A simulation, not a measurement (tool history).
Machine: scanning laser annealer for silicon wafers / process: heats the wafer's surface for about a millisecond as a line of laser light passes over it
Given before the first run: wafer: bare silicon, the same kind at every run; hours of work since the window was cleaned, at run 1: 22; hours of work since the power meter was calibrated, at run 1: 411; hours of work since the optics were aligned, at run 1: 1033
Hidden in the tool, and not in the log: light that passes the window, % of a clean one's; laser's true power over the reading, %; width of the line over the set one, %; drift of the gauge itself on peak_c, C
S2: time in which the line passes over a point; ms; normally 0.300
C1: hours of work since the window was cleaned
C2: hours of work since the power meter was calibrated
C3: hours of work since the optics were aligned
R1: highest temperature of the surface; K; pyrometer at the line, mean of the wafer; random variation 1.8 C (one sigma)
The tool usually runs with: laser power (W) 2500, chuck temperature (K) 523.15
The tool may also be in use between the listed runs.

{"run": 1, "day": 0.0, "laser power (W)": 2500, "S2": 0.3, "chuck temperature (K)": 523.15, "C1": 22, "C2": 411, "C3": 1033, "R1": 1272.15}
{"run": 2, "day": 0.529, "laser power (W)": 2500, "S2": 0.3, "chuck temperature (K)": 523.15, "C1": 30, "C2": 418, "C3": 1040, "R1": 1271.15}
{"run": 3, "day": 1.108, "laser power (W)": 2500, "S2": 0.3, "chuck temperature (K)": 523.15, "C1": 37, "C2": 426, "C3": 1048, "R1": 1271.15}
{"run": 4, "day": 1.996, "laser power (W)": 2500, "S2": 0.3, "chuck temperature (K)": 522.15, "C1": 50, "C2": 438, "C3": 1060, "R1": 1267.15}
{"run": 5, "day": 2.762, "laser power (W)": 2500, "S2": 0.3, "chuck temperature (K)": 522.15, "C1": 60, "C2": 449, "C3": 1071, "R1": 1267.15}
{"run": 6, "day": 3.242, "laser power (W)": 2500, "S2": 0.3, "chuck temperature (K)": 523.15, "C1": 67, "C2": 455, "C3": 1077, "R1": 1266.15}
{"run": 7, "day": 3.854, "laser power (W)": 2500, "S2": 0.3, "chuck temperature (K)": 523.15, "C1": 75, "C2": 464, "C3": 1086, "R1": 1265.15}
{"run": 8, "day": 4.638, "laser power (W)": 2500, "S2": 0.3, "chuck temperature (K)": 523.15, "C1": 86, "C2": 474, "C3": 1096, "R1": 1267.15}
{"run": 9, "day": 5.117, "laser power (W)": 2500, "S2": 0.3, "chuck temperature (K)": 523.15, "C1": 92, "C2": 481, "C3": 1103, "R1": 1266.15}
{"run": 10, "day": 6.017, "laser power (W)": 2500, "S2": 0.3, "chuck temperature (K)": 523.15, "C1": 105, "C2": 493, "C3": 1115, "R1": 1264.15}
{"run": 11, "day": 6.704, "laser power (W)": 2722, "S2": 0.3, "chuck temperature (K)": 523.15, "C1": 114, "C2": 503, "C3": 1125, "R1": 1345.15}
{"run": 12, "day": 7.192, "laser power (W)": 2722, "S2": 0.3, "chuck temperature (K)": 523.15, "C1": 121, "C2": 509, "C3": 1131, "R1": 1347.15}
{"run": 13, "day": 8.0, "laser power (W)": 2613, "S2": 0.3, "chuck temperature (K)": 523.15, "C1": 132, "C2": 520, "C3": 1142, "R1": 1300.15}
{"run": 14, "day": 8.467, "laser power (W)": 2613, "S2": 0.3, "chuck temperature (K)": 523.15, "C1": 138, "C2": 527, "C3": 1149, "R1": 1301.15}
{"run": 15, "day": 9.096, "laser power (W)": 2265, "S2": 0.3, "chuck temperature (K)": 523.15, "C1": 147, "C2": 535, "C3": 1157, "R1": 1175.15}
{"run": 16, "day": 9.55, "laser power (W)": 2377, "S2": 0.277, "chuck temperature (K)": 523.15, "C1": 153, "C2": 542, "C3": 1164, "R1": 1184.15}
{"run": 17, "day": 10.108, "laser power (W)": 2377, "S2": 0.277, "chuck temperature (K)": 505.15, "C1": 161, "C2": 549, "C3": 1171, "R1": 1168.15}
{"run": 18, "day": 10.862, "laser power (W)": 2279, "S2": 0.214, "chuck temperature (K)": 552.15, "C1": 171, "C2": 559, "C3": 1182, "R1": 1107.15}
{"day": 11.633, "done": "optics aligned, line set to its width"}
{"run": 19, "day": 11.746, "laser power (W)": 2315, "S2": 0.299, "chuck temperature (K)": 521.15, "C1": 180, "C2": 569, "C3": 2, "R1": 1204.15}
{"run": 20, "day": 12.579, "laser power (W)": 2518, "S2": 0.279, "chuck temperature (K)": 521.15, "C1": 192, "C2": 580, "C3": 13, "R1": 1256.15}

Alternative continuations, all from the tool just after run 20; predict every row:
{"run": "A", "day": 13.429, "laser power (W)": 2500, "S2": 0.256, "chuck temperature (K)": 487.15, "C1": 203, "C2": 592, "C3": 25, "R1": "?"}
{"run": "B", "day": 13.429, "laser power (W)": 2518, "S2": 0.279, "chuck temperature (K)": 547.15, "C1": 203, "C2": 592, "C3": 25, "R1": "?"}
{"run": "C", "day": 13.429, "laser power (W)": 2582, "S2": 0.3, "chuck temperature (K)": 523.15, "C1": 203, "C2": 592, "C3": 25, "R1": "?"}
{"run": "D", "day": 13.429, "laser power (W)": 2500, "S2": 0.3, "chuck temperature (K)": 527.15, "C1": 203, "C2": 592, "C3": 25, "R1": "?"}

run=A R1=1185.15
run=B R1=1281.15
run=C R1=1306.15
run=D R1=1281.15
With the hidden condition removed and each run's random variation left untouched, the same runs would have given:
run=A R1=1204.15
run=B R1=1301.15
run=C R1=1327.15
run=D R1=1302.15

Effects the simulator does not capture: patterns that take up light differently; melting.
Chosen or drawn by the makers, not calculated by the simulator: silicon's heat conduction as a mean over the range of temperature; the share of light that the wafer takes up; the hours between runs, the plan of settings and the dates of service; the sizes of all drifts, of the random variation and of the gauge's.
